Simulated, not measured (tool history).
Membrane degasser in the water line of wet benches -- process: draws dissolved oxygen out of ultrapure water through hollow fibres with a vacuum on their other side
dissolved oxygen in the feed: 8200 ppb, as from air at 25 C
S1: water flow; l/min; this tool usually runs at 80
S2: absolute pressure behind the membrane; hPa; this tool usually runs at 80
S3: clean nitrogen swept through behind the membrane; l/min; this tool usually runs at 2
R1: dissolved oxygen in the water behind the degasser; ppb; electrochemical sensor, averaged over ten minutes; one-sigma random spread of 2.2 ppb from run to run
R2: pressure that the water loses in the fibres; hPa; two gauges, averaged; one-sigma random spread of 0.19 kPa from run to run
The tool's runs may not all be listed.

run,day,S1,S2,S3,R1,R2
1,0,80,80,2,388.7,407.6
2,2.167,80,80,1.59,463,405.8
3,4.012,62,80,1.59,377.2,317.5
# day 4.158: vacuum gauge calibrated
4,6.667,80,80,2,395.9,412.3
5,8.629,80,80,2,394.4,410.3
6,11.412,80,80,1.6,467.5,410.1
7,14.233,80,184.9,5.34,516.3,409.5
8,15.475,80,80,5.13,186.8,408
# day 16.929: vacuum gauge calibrated, once more
9,17.371,80,80,5.13,181.9,407.7
10,18.708,80,80,5.13,182.6,407.8
11,20.508,52,119.4,0.84,901.7,263.1

Each row is a separate what-if for the run after 11, all from the same tool condition, not one after another. Results?
A,22.633,80,169.8,2,?,?
B,22.633,64,75.3,3.88,?,?
C,22.633,58,85.4,2.68,?,?
D,22.633,55,80,2,?,?

run,R1,R2
A,1011.6,407.9
B,166.1,326.3
C,252.8,299.1
D,279.1,280.7
Had the tool no hidden state, the same runs would have come out as:
run,R1,R2
A,1007.5,406.8
B,163.5,325.3
C,249.5,298.3
D,275.7,279.9
